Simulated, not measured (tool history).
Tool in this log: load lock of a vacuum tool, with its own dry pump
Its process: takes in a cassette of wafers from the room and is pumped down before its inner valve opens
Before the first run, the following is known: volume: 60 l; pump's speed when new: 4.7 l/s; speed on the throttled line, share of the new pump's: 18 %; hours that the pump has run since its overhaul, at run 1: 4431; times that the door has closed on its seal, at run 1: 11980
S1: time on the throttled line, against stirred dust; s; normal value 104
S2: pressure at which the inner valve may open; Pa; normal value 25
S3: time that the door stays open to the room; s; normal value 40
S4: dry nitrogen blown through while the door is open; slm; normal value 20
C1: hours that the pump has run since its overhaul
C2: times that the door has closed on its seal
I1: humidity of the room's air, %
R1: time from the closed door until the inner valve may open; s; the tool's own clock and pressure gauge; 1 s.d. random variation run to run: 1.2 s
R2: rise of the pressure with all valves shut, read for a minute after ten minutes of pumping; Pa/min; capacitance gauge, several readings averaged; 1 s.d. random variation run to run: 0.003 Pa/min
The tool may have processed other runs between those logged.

{"run": 1, "hour": 0.0, "S1": 104, "S2": 25, "S3": 40, "S4": 20, "C1": 4431, "C2": 11980, "I1": 46.2, "R1": 196.2, "R2": 0.056}
{"run": 2, "hour": 47.8, "S1": 104, "S2": 25, "S3": 40, "S4": 20, "C1": 4479, "C2": 12191, "I1": 43.9, "R1": 194.3, "R2": 0.06}
{"run": 3, "hour": 128.3, "S1": 104, "S2": 25, "S3": 40, "S4": 20, "C1": 4560, "C2": 12546, "I1": 42.3, "R1": 197.9, "R2": 0.057}
{"run": 4, "hour": 209.5, "S1": 104, "S2": 25, "S3": 40, "S4": 20, "C1": 4641, "C2": 12904, "I1": 41.3, "R1": 198.7, "R2": 0.062}
{"run": 5, "hour": 307.0, "S1": 104, "S2": 25, "S3": 40, "S4": 20, "C1": 4738, "C2": 13334, "I1": 49.1, "R1": 197.3, "R2": 0.065}
{"run": 6, "hour": 392.4, "S1": 104, "S2": 25, "S3": 40, "S4": 20, "C1": 4824, "C2": 13711, "I1": 45.1, "R1": 196.2, "R2": 0.063}
{"run": 7, "hour": 499.7, "S1": 104, "S2": 25, "S3": 40, "S4": 20, "C1": 4931, "C2": 14184, "I1": 43, "R1": 198.2, "R2": 0.067}
{"run": 8, "hour": 564.3, "S1": 104, "S2": 25, "S3": 40, "S4": 20, "C1": 4995, "C2": 14469, "I1": 45.4, "R1": 196.8, "R2": 0.063}
{"run": 9, "hour": 660.2, "S1": 104, "S2": 25, "S3": 40, "S4": 20, "C1": 5091, "C2": 14892, "I1": 43.8, "R1": 196.1, "R2": 0.067}
{"run": 10, "hour": 748.8, "S1": 104, "S2": 25, "S3": 40, "S4": 20, "C1": 5180, "C2": 15282, "I1": 46.3, "R1": 198.4, "R2": 0.073}
{"run": 11, "hour": 811.4, "S1": 104, "S2": 25, "S3": 40, "S4": 20, "C1": 5243, "C2": 15558, "I1": 45.2, "R1": 198.5, "R2": 0.077}
{"run": 12, "hour": 916.5, "S1": 104, "S2": 25, "S3": 37, "S4": 20, "C1": 5348, "C2": 16022, "I1": 44.2, "R1": 196.5, "R2": 0.077}
{"run": 13, "hour": 1028.1, "S1": 104, "S2": 25, "S3": 37, "S4": 5, "C1": 5459, "C2": 16514, "I1": 46, "R1": 198.3, "R2": 0.088}
{"run": 14, "hour": 1115.4, "S1": 104, "S2": 25, "S3": 40, "S4": 20, "C1": 5547, "C2": 16899, "I1": 42.9, "R1": 197.3, "R2": 0.08}
{"run": 15, "hour": 1164.3, "S1": 173, "S2": 25, "S3": 40, "S4": 20, "C1": 5596, "C2": 17115, "I1": 48.4, "R1": 254.1, "R2": 0.084}
{"run": 16, "hour": 1259.6, "S1": 173, "S2": 25, "S3": 40, "S4": 20, "C1": 5691, "C2": 17535, "I1": 45, "R1": 255, "R2": 0.081}
{"run": 17, "hour": 1336.6, "S1": 104, "S2": 20, "S3": 40, "S4": 20, "C1": 5768, "C2": 17874, "I1": 43.4, "R1": 202.5, "R2": 0.081}
{"run": 18, "hour": 1394.0, "S1": 104, "S2": 20, "S3": 40, "S4": 20, "C1": 5825, "C2": 18127, "I1": 44.9, "R1": 201.8, "R2": 0.084}

For run 19, what comes out?
{"run": 19, "hour": 1480.5, "S1": 104, "S2": 20, "S3": 40, "S4": 20, "C1": 5912, "C2": 18509, "I1": 44.5, "R1": "?", "R2": "?"}

R1: 201 s
R2: 0.088 Pa/min
On a tool with no hidden condition, and with the same random variation, this run would have come out at R1 193.9 s, R2 0.016 Pa/min.
